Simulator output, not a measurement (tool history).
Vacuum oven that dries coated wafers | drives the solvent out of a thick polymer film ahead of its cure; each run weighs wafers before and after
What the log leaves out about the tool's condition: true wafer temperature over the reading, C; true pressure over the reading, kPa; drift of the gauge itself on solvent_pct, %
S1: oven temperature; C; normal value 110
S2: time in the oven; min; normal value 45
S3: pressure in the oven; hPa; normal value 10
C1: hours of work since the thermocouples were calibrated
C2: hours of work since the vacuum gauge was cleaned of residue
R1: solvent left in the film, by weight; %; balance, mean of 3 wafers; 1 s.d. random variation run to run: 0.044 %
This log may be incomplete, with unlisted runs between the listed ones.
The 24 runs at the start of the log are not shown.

| run | hour | S1 | S2 | S3 | C1 | C2 | R1 |
|---|---|---|---|---|---|---|---|
| 25 | 632.8 | 104 | 45 | 10 | 70 | 741 | 6.43 |
| 26 | 655.3 | 118 | 73 | 9.1 | 86 | 757 | 0.45 |
| 27 | 690.9 | 118 | 73 | 9.1 | 112 | 783 | 0.42 |
| 28 | 717.1 | 118 | 73 | 9.1 | 132 | 803 | 0.42 |
| 29 | 749.5 | 118 | 53 | 19 | 155 | 826 | 1.1 |
| 30 | 782 | 110 | 58 | 10 | 179 | 850 | 2.37 |
| 31 | 809 | 124 | 55 | 25.1 | 199 | 870 | 0.62 |
| 32 | 841.2 | 96 | 64 | 17.6 | 222 | 893 | 8.17 |
| 33 | 875.4 | 110 | 45 | 28.2 | 247 | 918 | 4.23 |
| 34 | 907.8 | 107 | 24 | 28.2 | 271 | 942 | 9.59 |
| 35 | 945.1 | 107 | 24 | 28.2 | 298 | 969 | 9.53 |
| 36 | 976.7 | 107 | 24 | 28.2 | 321 | 992 | 9.66 |
| 37 | 1004.1 | 121 | 30 | 10 | 341 | 1012 | 2.01 |
| 38 | 1030.9 | 110 | 77 | 12 | 361 | 1032 | 1.34 |
| 39 | 1051 | 124 | 76 | 6.3 | 376 | 1046 | 0.17 |
| 40 | 1085.9 | 124 | 76 | 6.3 | 401 | 1072 | 0.23 |
| 41 | 1119.5 | 124 | 76 | 6.3 | 426 | 1096 | 0.1 |
| 42 | 1146.8 | 123 | 45 | 10 | 445 | 1116 | 0.61 |
| 43 | 1183.9 | 123 | 45 | 10 | 473 | 1143 | 0.61 |
| 44 | 1203 | 123 | 45 | 10 | 487 | 1157 | 0.53 |
| 45 | 1220.1 | 117 | 49 | 10.7 | 499 | 1170 | 1.28 |
| 46 | 1256.5 | 99 | 34 | 25.5 | 526 | 1196 | 10.98 |

Alternative continuations, all from the tool just after run 46; predict every row:
| A | 1274.2 | 107 | 61 | 38 | 539 | 1209 | ? |
| B | 1274.2 | 117 | 34 | 25.5 | 539 | 1209 | ? |
| C | 1274.2 | 98 | 35 | 25.5 | 539 | 1209 | ? |
| D | 1274.2 | 110 | 54 | 6.9 | 539 | 1209 | ? |
| E | 1274.2 | 99 | 80 | 9.3 | 539 | 1209 | ? |

| run | R1 |
|---|---|
| A | 4.11 |
| B | 3 |
| C | 11.3 |
| D | 2.62 |
| E | 4.84 |
Take away the tool's hidden state, keep each run's random variation, and the runs would have read:
| run | R1 |
|---|---|
| A | 4.09 |
| B | 2.99 |
| C | 11.29 |
| D | 2.61 |
| E | 4.83 |

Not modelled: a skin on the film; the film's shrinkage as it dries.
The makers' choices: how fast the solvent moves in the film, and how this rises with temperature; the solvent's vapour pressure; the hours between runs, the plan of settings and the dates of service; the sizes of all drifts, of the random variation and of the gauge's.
